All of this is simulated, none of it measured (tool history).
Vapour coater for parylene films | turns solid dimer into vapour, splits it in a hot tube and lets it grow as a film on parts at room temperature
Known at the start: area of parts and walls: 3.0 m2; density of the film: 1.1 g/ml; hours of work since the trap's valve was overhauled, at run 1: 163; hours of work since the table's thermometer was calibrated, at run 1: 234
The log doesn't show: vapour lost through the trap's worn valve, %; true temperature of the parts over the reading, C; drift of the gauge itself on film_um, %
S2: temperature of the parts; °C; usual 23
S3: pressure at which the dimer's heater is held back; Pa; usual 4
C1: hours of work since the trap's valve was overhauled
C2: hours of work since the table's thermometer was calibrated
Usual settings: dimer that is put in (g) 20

{"run": 1, "hour": 0.0, "dimer that is put in (g)": 20, "S2": 23, "S3": 4, "C1": 163, "C2": 234, "thickness of the film (um)": 3.63}
{"run": 2, "hour": 54.8, "dimer that is put in (g)": 20, "S2": 16, "S3": 4, "C1": 193, "C2": 264, "thickness of the film (um)": 4.26}
{"run": 3, "hour": 107.8, "dimer that is put in (g)": 20, "S2": 23, "S3": 6.47, "C1": 222, "C2": 292, "thickness of the film (um)": 3.15}
{"run": 4, "hour": 150.3, "dimer that is put in (g)": 20, "S2": 23, "S3": 6.47, "C1": 245, "C2": 315, "thickness of the film (um)": 3.12}
{"run": 5, "hour": 207.2, "dimer that is put in (g)": 20, "S2": 23, "S3": 6.47, "C1": 275, "C2": 346, "thickness of the film (um)": 3.03}
{"hour": 247.6, "done": "trap's valve overhauled"}
{"run": 6, "hour": 269.9, "dimer that is put in (g)": 20, "S2": 23, "S3": 6.47, "C1": 12, "C2": 378, "thickness of the film (um)": 3.43}
{"run": 7, "hour": 317.2, "dimer that is put in (g)": 20, "S2": 23, "S3": 4, "C1": 38, "C2": 403, "thickness of the film (um)": 3.8}
{"run": 8, "hour": 380.6, "dimer that is put in (g)": 20, "S2": 25, "S3": 4, "C1": 72, "C2": 437, "thickness of the film (um)": 3.55}
{"run": 9, "hour": 423.0, "dimer that is put in (g)": 19, "S2": 23, "S3": 4, "C1": 95, "C2": 460, "thickness of the film (um)": 3.49}
{"run": 10, "hour": 469.8, "dimer that is put in (g)": 19, "S2": 23, "S3": 4, "C1": 120, "C2": 485, "thickness of the film (um)": 3.43}
{"run": 11, "hour": 535.7, "dimer that is put in (g)": 19, "S2": 23, "S3": 4, "C1": 155, "C2": 521, "thickness of the film (um)": 3.43}
{"run": 12, "hour": 603.1, "dimer that is put in (g)": 19, "S2": 23, "S3": 4, "C1": 192, "C2": 557, "thickness of the film (um)": 3.41}
{"run": 13, "hour": 650.2, "dimer that is put in (g)": 19, "S2": 23, "S3": 4, "C1": 217, "C2": 583, "thickness of the film (um)": 3.3}
{"run": 14, "hour": 716.1, "dimer that is put in (g)": 19, "S2": 23, "S3": 4, "C1": 253, "C2": 618, "thickness of the film (um)": 3.27}
{"run": 15, "hour": 756.8, "dimer that is put in (g)": 19, "S2": 23, "S3": 4, "C1": 275, "C2": 640, "thickness of the film (um)": 3.18}
{"hour": 796.7, "done": "trap's valve overhauled"}
{"run": 16, "hour": 812.2, "dimer that is put in (g)": 20, "S2": 23, "S3": 4, "C1": 8, "C2": 668, "thickness of the film (um)": 3.91}
{"run": 17, "hour": 869.7, "dimer that is put in (g)": 20, "S2": 23, "S3": 4, "C1": 39, "C2": 699, "thickness of the film (um)": 3.79}
{"run": 18, "hour": 930.1, "dimer that is put in (g)": 20, "S2": 23, "S3": 4, "C1": 72, "C2": 732, "thickness of the film (um)": 3.71}
{"run": 19, "hour": 990.5, "dimer that is put in (g)": 20, "S2": 23, "S3": 4, "C1": 105, "C2": 764, "thickness of the film (um)": 3.68}
{"run": 20, "hour": 1037.1, "dimer that is put in (g)": 20, "S2": 23, "S3": 4, "C1": 130, "C2": 789, "thickness of the film (um)": 3.67}
{"run": 21, "hour": 1088.2, "dimer that is put in (g)": 20, "S2": 29, "S3": 4, "C1": 157, "C2": 817, "thickness of the film (um)": 3.04}
{"run": 22, "hour": 1164.1, "dimer that is put in (g)": 20, "S2": 29, "S3": 4, "C1": 198, "C2": 858, "thickness of the film (um)": 3.04}
{"run": 23, "hour": 1197.4, "dimer that is put in (g)": 20, "S2": 29, "S3": 4, "C1": 216, "C2": 876, "thickness of the film (um)": 2.94}
{"run": 24, "hour": 1259.8, "dimer that is put in (g)": 20, "S2": 23, "S3": 4, "C1": 250, "C2": 909, "thickness of the film (um)": 3.41}
{"run": 25, "hour": 1300.3, "dimer that is put in (g)": 13, "S2": 22, "S3": 11.22, "C1": 272, "C2": 931, "thickness of the film (um)": 1.8}
{"hour": 1344.6, "done": "trap's valve overhauled"}
{"run": 26, "hour": 1348.0, "dimer that is put in (g)": 30, "S2": 22, "S3": 2.4, "C1": 2, "C2": 955, "thickness of the film (um)": 6.73}
{"run": 27, "hour": 1389.4, "dimer that is put in (g)": 36, "S2": 18, "S3": 2.56, "C1": 24, "C2": 977, "thickness of the film (um)": 8.71}
{"run": 28, "hour": 1445.6, "dimer that is put in (g)": 15, "S2": 19, "S3": 6.78, "C1": 54, "C2": 1007, "thickness of the film (um)": 2.78}
{"run": 29, "hour": 1493.6, "dimer that is put in (g)": 11, "S2": 16, "S3": 8.68, "C1": 80, "C2": 1033, "thickness of the film (um)": 2.08}
{"run": 30, "hour": 1528.7, "dimer that is put in (g)": 11, "S2": 16, "S3": 8.68, "C1": 99, "C2": 1052, "thickness of the film (um)": 2.03}
{"run": 31, "hour": 1562.8, "dimer that is put in (g)": 11, "S2": 16, "S3": 8.68, "C1": 118, "C2": 1071, "thickness of the film (um)": 2}
{"run": 32, "hour": 1636.8, "dimer that is put in (g)": 11, "S2": 16, "S3": 8.68, "C1": 158, "C2": 1111, "thickness of the film (um)": 2.03}
{"run": 33, "hour": 1692.0, "dimer that is put in (g)": 11, "S2": 16, "S3": 8.68, "C1": 187, "C2": 1140, "thickness of the film (um)": 1.93}
{"run": 34, "hour": 1752.1, "dimer that is put in (g)": 19, "S2": 23, "S3": 2.01, "C1": 220, "C2": 1173, "thickness of the film (um)": 3.85}
{"run": 35, "hour": 1799.8, "dimer that is put in (g)": 12, "S2": 25, "S3": 2.22, "C1": 246, "C2": 1199, "thickness of the film (um)": 2.27}
{"run": 36, "hour": 1837.4, "dimer that is put in (g)": 12, "S2": 25, "S3": 2.22, "C1": 266, "C2": 1219, "thickness of the film (um)": 2.24}
{"hour": 1892.4, "done": "trap's valve overhauled"}
{"run": 37, "hour": 1903.1, "dimer that is put in (g)": 18, "S2": 19, "S3": 6.21, "C1": 6, "C2": 1252, "thickness of the film (um)": 3.52}
{"run": 38, "hour": 1937.7, "dimer that is put in (g)": 20, "S2": 23, "S3": 8.4, "C1": 24, "C2": 1271, "thickness of the film (um)": 3.24}
{"run": 39, "hour": 2002.1, "dimer that is put in (g)": 20, "S2": 23, "S3": 8.4, "C1": 59, "C2": 1305, "thickness of the film (um)": 3.18}
{"run": 40, "hour": 2055.7, "dimer that is put in (g)": 20, "S2": 30, "S3": 8.4, "C1": 88, "C2": 1334, "thickness of the film (um)": 2.63}
{"run": 41, "hour": 2131.6, "dimer that is put in (g)": 15, "S2": 20, "S3": 2.4, "C1": 129, "C2": 1375, "thickness of the film (um)": 3.37}
{"run": 42, "hour": 2166.5, "dimer that is put in (g)": 13, "S2": 23, "S3": 4, "C1": 148, "C2": 1394, "thickness of the film (um)": 2.4}
{"run": 43, "hour": 2210.6, "dimer that is put in (g)": 9, "S2": 23, "S3": 4.86, "C1": 172, "C2": 1418, "thickness of the film (um)": 1.59}
{"run": 44, "hour": 2282.5, "dimer that is put in (g)": 20, "S2": 24, "S3": 4, "C1": 210, "C2": 1457, "thickness of the film (um)": 3.42}
{"run": 45, "hour": 2320.8, "dimer that is put in (g)": 16, "S2": 16, "S3": 2.73, "C1": 231, "C2": 1477, "thickness of the film (um)": 3.69}
{"run": 46, "hour": 2376.8, "dimer that is put in (g)": 20, "S2": 25, "S3": 4, "C1": 261, "C2": 1508, "thickness of the film (um)": 3.27}
{"run": 47, "hour": 2409.6, "dimer that is put in (g)": 20, "S2": 25, "S3": 4, "C1": 279, "C2": 1525, "thickness of the film (um)": 3.29}

The same runs without the tool's hidden state, with the same run-to-run variation:
run=1 thickness_of_the_film_(um)=3.89
run=2 thickness_of_the_film_(um)=4.62
run=3 thickness_of_the_film_(um)=3.47
run=4 thickness_of_the_film_(um)=3.46
run=5 thickness_of_the_film_(um)=3.42
run=6 thickness_of_the_film_(um)=3.46
run=7 thickness_of_the_film_(um)=3.86
run=8 thickness_of_the_film_(um)=3.67
run=9 thickness_of_the_film_(um)=3.64
run=10 thickness_of_the_film_(um)=3.63
run=11 thickness_of_the_film_(um)=3.69
run=12 thickness_of_the_film_(um)=3.74
run=13 thickness_of_the_film_(um)=3.67
run=14 thickness_of_the_film_(um)=3.71
run=15 thickness_of_the_film_(um)=3.64
run=16 thickness_of_the_film_(um)=3.9
run=17 thickness_of_the_film_(um)=3.84
run=18 thickness_of_the_film_(um)=3.82
run=19 thickness_of_the_film_(um)=3.84
run=20 thickness_of_the_film_(um)=3.88
run=21 thickness_of_the_film_(um)=3.25
run=22 thickness_of_the_film_(um)=3.32
run=23 thickness_of_the_film_(um)=3.24
run=24 thickness_of_the_film_(um)=3.83
run=25 thickness_of_the_film_(um)=2.04
run=26 thickness_of_the_film_(um)=6.73
run=27 thickness_of_the_film_(um)=8.81
run=28 thickness_of_the_film_(um)=2.85
run=29 thickness_of_the_film_(um)=2.15
run=30 thickness_of_the_film_(um)=2.13
run=31 thickness_of_the_film_(um)=2.11
run=32 thickness_of_the_film_(um)=2.19
run=33 thickness_of_the_film_(um)=2.12
run=34 thickness_of_the_film_(um)=4.28
run=35 thickness_of_the_film_(um)=2.56
run=36 thickness_of_the_film_(um)=2.54
run=37 thickness_of_the_film_(um)=3.49
run=38 thickness_of_the_film_(um)=3.25
run=39 thickness_of_the_film_(um)=3.24
run=40 thickness_of_the_film_(um)=2.72
run=41 thickness_of_the_film_(um)=3.55
run=42 thickness_of_the_film_(um)=2.55
run=43 thickness_of_the_film_(um)=1.71
run=44 thickness_of_the_film_(um)=3.76
run=45 thickness_of_the_film_(um)=4.09
run=46 thickness_of_the_film_(um)=3.68
run=47 thickness_of_the_film_(um)=3.73
